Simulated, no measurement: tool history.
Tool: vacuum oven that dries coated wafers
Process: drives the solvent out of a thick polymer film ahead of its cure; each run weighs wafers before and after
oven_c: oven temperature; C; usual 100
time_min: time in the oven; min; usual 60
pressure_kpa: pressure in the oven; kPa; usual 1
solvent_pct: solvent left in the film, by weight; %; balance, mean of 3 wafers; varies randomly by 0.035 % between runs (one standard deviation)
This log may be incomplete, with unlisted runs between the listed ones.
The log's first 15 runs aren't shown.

run     day  oven_c  time_min  pressure_kpa  solvent_pct
 16    6.15      90        60             1         7.54
 17   6.533     100        60          0.87         4.28
 18   6.954     100        60          0.87         4.23
 19   7.188      87        81          3.66         8.65
 20   7.542      87        62          3.66        10.16
 21   7.771      87        62          3.66        10.08
 22     8.3     100        59          1.06         4.44
 23    8.85      93        37          0.62          9.3
 24   9.246      93        37          0.62         9.33
 25   9.679      95        31          0.77         9.96
 26  10.104     100        65             1         3.85
 27  10.608     100        65             1         3.84
 28  11.162     113        60          3.06         2.27
 29  11.512     100        32          2.98         8.92
 30  12.075     112        32          0.92         4.48
 31  12.592      91        32          3.76        12.23
 32  13.112      91        32          3.76        12.23
 33  13.558      99        45          3.68         7.62
 34  14.079      86        33          0.58        12.05

Alternative continuations, all from the tool just after run 34; predict every row:
  A  14.371      86        30          0.58            ?
  B  14.371     103        86          2.07            ?
  C  14.371     100        92             1            ?
  D  14.371      99        46          1.18            ?

run  solvent_pct
  A        12.52
  B         2.48
  C         2.26
  D         6.24
Had the tool no hidden state, the same runs would have come out as:
run  solvent_pct
  A        12.53
  B         2.46
  C         2.23
  D         6.29
